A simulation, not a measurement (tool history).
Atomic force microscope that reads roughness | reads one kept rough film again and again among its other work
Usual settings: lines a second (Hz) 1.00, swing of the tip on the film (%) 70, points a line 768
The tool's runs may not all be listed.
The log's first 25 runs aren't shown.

run,hour,lines a second (Hz),swing of the tip on the film (%),points a line,roughness of the kept film (nm (root mean square))
26,708.0,3.48,60,883,4.570
27,742.2,1.88,78,883,4.331
28,762.3,1.88,78,883,4.329
29,780.5,0.90,77,693,4.629
# hour 807.3: new tip fitted
30,810.9,0.59,55,756,4.900
31,838.0,0.59,55,756,4.910
32,865.9,0.59,55,756,4.907
33,899.1,1.97,65,286,4.652
34,923.0,0.53,65,476,4.869
35,954.2,1.02,85,768,4.457
36,974.0,3.23,56,763,4.680
37,1002.5,0.75,68,271,4.755
38,1025.6,1.31,70,768,4.648
39,1044.1,1.00,72,768,4.682

5 ways to go on from here, each from the tool as it stands after run 39. What would each give?
A,1063.0,1.00,59,568,?
B,1063.0,0.60,70,768,?
C,1063.0,1.00,72,258,?
D,1063.0,0.87,58,768,?
E,1063.0,2.93,70,672,?

run,roughness of the kept film (nm (root mean square))
A,4.842
B,4.852
C,4.672
D,4.865
E,4.344
Without the tool's hidden state the same runs would have given:
run,roughness of the kept film (nm (root mean square))
A,4.848
B,4.858
C,4.678
D,4.872
E,4.350

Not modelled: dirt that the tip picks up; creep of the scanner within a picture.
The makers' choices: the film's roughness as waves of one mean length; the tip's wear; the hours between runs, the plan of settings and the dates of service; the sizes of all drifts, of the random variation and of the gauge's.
